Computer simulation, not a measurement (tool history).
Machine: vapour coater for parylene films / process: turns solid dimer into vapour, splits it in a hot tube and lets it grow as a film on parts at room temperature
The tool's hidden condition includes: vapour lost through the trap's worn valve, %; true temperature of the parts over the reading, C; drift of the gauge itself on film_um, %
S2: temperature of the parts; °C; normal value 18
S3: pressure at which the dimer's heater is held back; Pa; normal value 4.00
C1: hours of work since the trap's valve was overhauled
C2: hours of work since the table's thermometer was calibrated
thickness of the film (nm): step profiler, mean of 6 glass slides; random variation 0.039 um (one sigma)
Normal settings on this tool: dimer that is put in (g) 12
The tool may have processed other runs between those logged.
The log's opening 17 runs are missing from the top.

Run 18, hour 231.8: usual settings but dimer that is put in (g) 17; C1 395; C2 395. Result: thickness of the film (nm) 6860.
Run 19, hour 243.4: usual settings but dimer that is put in (g) 17; C1 401; C2 401. Result: thickness of the film (nm) 6880.
Run 20, hour 259.0: usual settings but S2 28 °C; C1 408; C2 408. Result: thickness of the film (nm) 2980.
Run 21, hour 271.2: usual settings but S2 17 °C; C1 414; C2 414. Result: thickness of the film (nm) 5130.
Run 22, hour 284.5: usual settings; C1 420; C2 420. Result: thickness of the film (nm) 4800.
Run 23, hour 295.0: usual settings; C1 425; C2 425. Result: thickness of the film (nm) 4930.
Run 24, hour 314.5: usual settings; C1 434; C2 434. Result: thickness of the film (nm) 4800.
Run 25, hour 333.2: usual settings but S2 16 °C, S3 4.26 Pa; C1 443; C2 443. Result: thickness of the film (nm) 5330.
Run 26, hour 351.4: usual settings but dimer that is put in (g) 5, S2 16 °C, S3 4.26 Pa; C1 452; C2 452. Result: thickness of the film (nm) 2200.
Run 27, hour 363.4: usual settings but dimer that is put in (g) 17, S2 29 °C, S3 4.45 Pa; C1 458; C2 458. Result: thickness of the film (nm) 3960.
Run 28, hour 374.9: usual settings but dimer that is put in (g) 17, S2 29 °C, S3 4.45 Pa; C1 463; C2 463. Result: thickness of the film (nm) 3900.
Run 29, hour 385.0: usual settings but dimer that is put in (g) 17, S2 29 °C, S3 4.45 Pa; C1 468; C2 468. Result: thickness of the film (nm) 3980.
Run 30, hour 397.3: usual settings but dimer that is put in (g) 17, S2 29 °C, S3 4.45 Pa; C1 474; C2 474. Result: thickness of the film (nm) 3950.
Run 31, hour 417.0: usual settings but dimer that is put in (g) 8, S2 11 °C, S3 4.45 Pa; C1 483; C2 483. Result: thickness of the film (nm) 4510.
Run 32, hour 431.2: usual settings but dimer that is put in (g) 14, S3 4.23 Pa; C1 490; C2 490. Result: thickness of the film (nm) 5640.
Run 33, hour 443.2: usual settings but dimer that is put in (g) 9, S2 14 °C, S3 6.10 Pa; C1 496; C2 496. Result: thickness of the film (nm) 4170.
Run 34, hour 457.5: usual settings but dimer that is put in (g) 21, S2 14 °C, S3 9.40 Pa; C1 502; C2 502. Result: thickness of the film (nm) 9310.
Run 35, hour 469.4: usual settings but dimer that is put in (g) 21, S2 14 °C, S3 9.40 Pa; C1 508; C2 508. Result: thickness of the film (nm) 9420.
Run 36, hour 486.4: usual settings but S2 12 °C, S3 5.19 Pa; C1 516; C2 516. Result: thickness of the film (nm) 6250.
Run 37, hour 498.8: usual settings but S2 12 °C, S3 5.19 Pa; C1 522; C2 522. Result: thickness of the film (nm) 6210.

What will run 38 give?
Run 38, hour 515.3: usual settings but S2 12 °C, S3 5.19 Pa; C1 530; C2 530. Result: thickness of the film (nm) ?.

Logged for run 38: thickness of the film (nm) 6140.
On a tool with no hidden condition, and with the same random variation, this run would have come out at thickness of the film (nm) 6760.
